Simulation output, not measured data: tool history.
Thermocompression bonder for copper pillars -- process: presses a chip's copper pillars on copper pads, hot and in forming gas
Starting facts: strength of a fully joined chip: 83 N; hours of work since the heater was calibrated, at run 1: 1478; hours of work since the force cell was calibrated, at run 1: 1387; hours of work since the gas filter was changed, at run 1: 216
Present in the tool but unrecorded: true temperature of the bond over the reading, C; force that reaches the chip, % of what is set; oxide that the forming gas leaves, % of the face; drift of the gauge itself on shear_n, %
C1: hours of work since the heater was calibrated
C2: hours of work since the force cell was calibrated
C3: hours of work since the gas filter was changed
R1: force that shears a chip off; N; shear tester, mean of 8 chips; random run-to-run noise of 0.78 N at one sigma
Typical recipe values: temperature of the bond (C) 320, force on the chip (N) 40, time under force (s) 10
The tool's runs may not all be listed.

Run 1, hour 0.0: usual settings; C1 1478; C2 1387; C3 216. Result: R1 57.4 N.
At hour 11.8: heater calibrated with a thermocouple chip.
Run 2, hour 69.8: usual settings but temperature of the bond (C) 295; C1 30; C2 1423; C3 251. Result: R1 48.2 N.
Run 3, hour 108.1: usual settings but temperature of the bond (C) 295; C1 50; C2 1442; C3 271. Result: R1 47.7 N.
Run 4, hour 152.6: usual settings but temperature of the bond (C) 295, force on the chip (N) 44; C1 73; C2 1465; C3 294. Result: R1 51.4 N.
Run 5, hour 212.2: usual settings; C1 104; C2 1496; C3 325. Result: R1 56.6 N.
Run 6, hour 249.1: usual settings; C1 123; C2 1515; C3 344. Result: R1 57.9 N.
Run 7, hour 295.8: usual settings; C1 147; C2 1540; C3 368. Result: R1 56.8 N.
Run 8, hour 335.9: usual settings; C1 168; C2 1560; C3 389. Result: R1 55.3 N.
Run 9, hour 392.8: usual settings; C1 197; C2 1590; C3 419. Result: R1 56.1 N.
At hour 401.2: force cell calibrated.
Run 10, hour 424.4: usual settings but time under force (s) 11; C1 213; C2 12; C3 434. Result: R1 56.6 N.
At hour 444.0: forming gas filter changed.
Run 11, hour 490.9: usual settings but time under force (s) 26; C1 247; C2 46; C3 24. Result: R1 70.8 N.
Run 12, hour 523.3: usual settings but time under force (s) 6; C1 264; C2 63; C3 41. Result: R1 51.1 N.
Run 13, hour 584.7: usual settings but time under force (s) 6; C1 296; C2 95; C3 73. Result: R1 50.5 N.
Run 14, hour 613.5: usual settings but time under force (s) 6; C1 311; C2 110; C3 88. Result: R1 51.1 N.
Run 15, hour 643.4: usual settings; C1 326; C2 125; C3 103. Result: R1 57.4 N.
Run 16, hour 701.9: usual settings but temperature of the bond (C) 326; C1 357; C2 156; C3 134. Result: R1 59.5 N.
Run 17, hour 729.5: usual settings; C1 371; C2 170; C3 148. Result: R1 57.8 N.
Run 18, hour 778.6: usual settings; C1 396; C2 195; C3 173. Result: R1 57.7 N.
Run 19, hour 818.5: usual settings but force on the chip (N) 56; C1 417; C2 216; C3 194. Result: R1 66.9 N.
Run 20, hour 876.6: usual settings but force on the chip (N) 56, time under force (s) 6; C1 447; C2 246; C3 224. Result: R1 61.5 N.
Run 21, hour 927.0: usual settings but force on the chip (N) 32, time under force (s) 28; C1 473; C2 272; C3 250. Result: R1 63.5 N.
Run 22, hour 983.9: usual settings but force on the chip (N) 32, time under force (s) 28; C1 503; C2 302; C3 280. Result: R1 62.5 N.
Run 23, hour 1022.7: usual settings but force on the chip (N) 32, time under force (s) 28; C1 523; C2 322; C3 300. Result: R1 62.9 N.
Run 24, hour 1087.2: usual settings but temperature of the bond (C) 342, force on the chip (N) 41, time under force (s) 8; C1 556; C2 355; C3 333. Result: R1 61.0 N.

Estimate the outcome of run 25 from the log above:
Run 25, hour 1115.7: usual settings but force on the chip (N) 35; C1 571; C2 370; C3 348. Result: R1 ?.

R1: 50.8 N
Minus the tool's unlogged condition, the same run would have read R1 54.2 N.
